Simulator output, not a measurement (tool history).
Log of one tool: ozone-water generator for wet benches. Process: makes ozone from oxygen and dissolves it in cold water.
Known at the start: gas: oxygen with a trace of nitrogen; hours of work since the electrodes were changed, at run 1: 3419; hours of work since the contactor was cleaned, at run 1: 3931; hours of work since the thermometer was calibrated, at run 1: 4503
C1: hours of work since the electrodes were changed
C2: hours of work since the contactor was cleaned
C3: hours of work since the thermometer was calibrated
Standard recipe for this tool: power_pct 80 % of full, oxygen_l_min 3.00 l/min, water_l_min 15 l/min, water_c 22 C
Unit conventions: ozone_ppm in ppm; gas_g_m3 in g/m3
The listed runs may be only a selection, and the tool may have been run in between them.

run 1 hour=0.0 | power_pct=80 oxygen_l_min=3.00 water_l_min=15 water_c=22 | C1=3419 C2=3931 C3=4503 | ozone_ppm=18.0 gas_g_m3=187.4
run 2 hour=116.4 | power_pct=80 oxygen_l_min=3.00 water_l_min=15 water_c=22 | C1=3504 C2=4016 C3=4587 | ozone_ppm=18.2 gas_g_m3=187.4
run 3 hour=261.5 | power_pct=80 oxygen_l_min=3.00 water_l_min=15 water_c=19 | C1=3610 C2=4121 C3=4693 | ozone_ppm=18.8 gas_g_m3=187.3
run 4 hour=344.7 | power_pct=80 oxygen_l_min=3.00 water_l_min=15 water_c=19 | C1=3670 C2=4182 C3=4753 | ozone_ppm=18.6 gas_g_m3=186.9
-- hour=390.9 contactor cleaned
run 5 hour=482.0 | power_pct=80 oxygen_l_min=3.00 water_l_min=15 water_c=22 | C1=3767 C2=66 C3=4850 | ozone_ppm=18.6 gas_g_m3=186.4
run 6 hour=635.5 | power_pct=80 oxygen_l_min=3.00 water_l_min=15 water_c=22 | C1=3879 C2=178 C3=4962 | ozone_ppm=18.6 gas_g_m3=186.7
run 7 hour=721.4 | power_pct=80 oxygen_l_min=3.00 water_l_min=15 water_c=22 | C1=3941 C2=240 C3=5025 | ozone_ppm=18.4 gas_g_m3=187.1
run 8 hour=845.4 | power_pct=80 oxygen_l_min=2.08 water_l_min=15 water_c=22 | C1=4032 C2=331 C3=5115 | ozone_ppm=16.7 gas_g_m3=216.4
run 9 hour=995.5 | power_pct=80 oxygen_l_min=2.08 water_l_min=15 water_c=22 | C1=4141 C2=440 C3=5224 | ozone_ppm=16.8 gas_g_m3=216.3
run 10 hour=1060.4 | power_pct=80 oxygen_l_min=2.08 water_l_min=15 water_c=22 | C1=4188 C2=487 C3=5271 | ozone_ppm=16.8 gas_g_m3=214.1
run 11 hour=1200.1 | power_pct=80 oxygen_l_min=3.00 water_l_min=15 water_c=22 | C1=4290 C2=589 C3=5373 | ozone_ppm=18.3 gas_g_m3=186.1
run 12 hour=1304.3 | power_pct=80 oxygen_l_min=3.00 water_l_min=15 water_c=22 | C1=4365 C2=665 C3=5449 | ozone_ppm=18.2 gas_g_m3=185.3
run 13 hour=1373.6 | power_pct=80 oxygen_l_min=3.00 water_l_min=15 water_c=22 | C1=4416 C2=715 C3=5499 | ozone_ppm=18.4 gas_g_m3=185.5
run 14 hour=1464.7 | power_pct=80 oxygen_l_min=3.00 water_l_min=15 water_c=22 | C1=4482 C2=781 C3=5565 | ozone_ppm=18.2 gas_g_m3=184.4
run 15 hour=1548.4 | power_pct=80 oxygen_l_min=3.00 water_l_min=15 water_c=15 | C1=4543 C2=842 C3=5626 | ozone_ppm=19.7 gas_g_m3=183.4
run 16 hour=1653.9 | power_pct=80 oxygen_l_min=3.00 water_l_min=15 water_c=15 | C1=4620 C2=919 C3=5703 | ozone_ppm=19.9 gas_g_m3=185.5
run 17 hour=1757.0 | power_pct=80 oxygen_l_min=1.55 water_l_min=15 water_c=22 | C1=4695 C2=994 C3=5778 | ozone_ppm=15.4 gas_g_m3=240.1
run 18 hour=1849.7 | power_pct=80 oxygen_l_min=1.55 water_l_min=15 water_c=22 | C1=4762 C2=1061 C3=5845 | ozone_ppm=15.2 gas_g_m3=241.9
run 19 hour=1968.4 | power_pct=46 oxygen_l_min=1.55 water_l_min=15 water_c=26 | C1=4849 C2=1148 C3=5932 | ozone_ppm=9.2 gas_g_m3=149.7
-- hour=2027.5 water thermometer calibrated
run 20 hour=2063.1 | power_pct=46 oxygen_l_min=1.55 water_l_min=15 water_c=26 | C1=4917 C2=1216 C3=26 | ozone_ppm=9.1 gas_g_m3=148.0
run 21 hour=2138.1 | power_pct=65 oxygen_l_min=5.14 water_l_min=23 water_c=25 | C1=4972 C2=1271 C3=80 | ozone_ppm=11.3 gas_g_m3=123.7
run 22 hour=2232.5 | power_pct=86 oxygen_l_min=1.60 water_l_min=10 water_c=22 | C1=5040 C2=1339 C3=149 | ozone_ppm=23.1 gas_g_m3=251.3
run 23 hour=2359.4 | power_pct=60 oxygen_l_min=4.46 water_l_min=15 water_c=27 | C1=5133 C2=1432 C3=241 | ozone_ppm=13.7 gas_g_m3=123.3
run 24 hour=2433.1 | power_pct=60 oxygen_l_min=4.46 water_l_min=15 water_c=27 | C1=5186 C2=1485 C3=295 | ozone_ppm=13.4 gas_g_m3=121.2
run 25 hour=2587.6 | power_pct=80 oxygen_l_min=2.61 water_l_min=13 water_c=16 | C1=5299 C2=1598 C3=407 | ozone_ppm=21.2 gas_g_m3=193.5
run 26 hour=2730.7 | power_pct=77 oxygen_l_min=3.20 water_l_min=16 water_c=19 | C1=5403 C2=1702 C3=512 | ozone_ppm=17.6 gas_g_m3=170.8
run 27 hour=2877.7 | power_pct=80 oxygen_l_min=1.73 water_l_min=15 water_c=22 | C1=5510 C2=1809 C3=619 | ozone_ppm=15.7 gas_g_m3=227.2
run 28 hour=2975.5 | power_pct=56 oxygen_l_min=3.00 water_l_min=21 water_c=20 | C1=5581 C2=1880 C3=690 | ozone_ppm=10.1 gas_g_m3=134.9
run 29 hour=3051.5 | power_pct=73 oxygen_l_min=3.00 water_l_min=11 water_c=19 | C1=5636 C2=1935 C3=745 | ozone_ppm=21.7 gas_g_m3=169.7
run 30 hour=3170.9 | power_pct=79 oxygen_l_min=3.40 water_l_min=15 water_c=24 | C1=5723 C2=2022 C3=832 | ozone_ppm=17.5 gas_g_m3=172.2
run 31 hour=3243.7 | power_pct=79 oxygen_l_min=3.40 water_l_min=15 water_c=24 | C1=5776 C2=2075 C3=885 | ozone_ppm=17.5 gas_g_m3=172.0
run 32 hour=3315.2 | power_pct=79 oxygen_l_min=3.40 water_l_min=15 water_c=24 | C1=5828 C2=2127 C3=937 | ozone_ppm=17.2 gas_g_m3=173.9

Hidden condition of the tool, last listed run before each entry between runs versus first listed run after:
Run 4 -> run 5: contactor cleaned (hour 390.9)
  yield of the discharge, % of new electrodes': 95.5 -> 95.4; contactor's efficiency, % of a clean one's: 94 -> 98.3
  measured minus no-state result, ozone_ppm: -1.6 -> -1.2 ppm; gas_g_m3: -10.0 -> -10.1 g/m3
Run 19 -> run 20: water thermometer calibrated (hour 2027.5)
  yield of the discharge, % of new electrodes': 94.3 -> 94.2; contactor's efficiency, % of a clean one's: 97 -> 96.9; true water temperature over the reading, C: 0.58 -> 0.11
  measured minus no-state result, ozone_ppm: -0.5 -> -0.5 ppm; gas_g_m3: -5.6 -> -5.6 g/m3
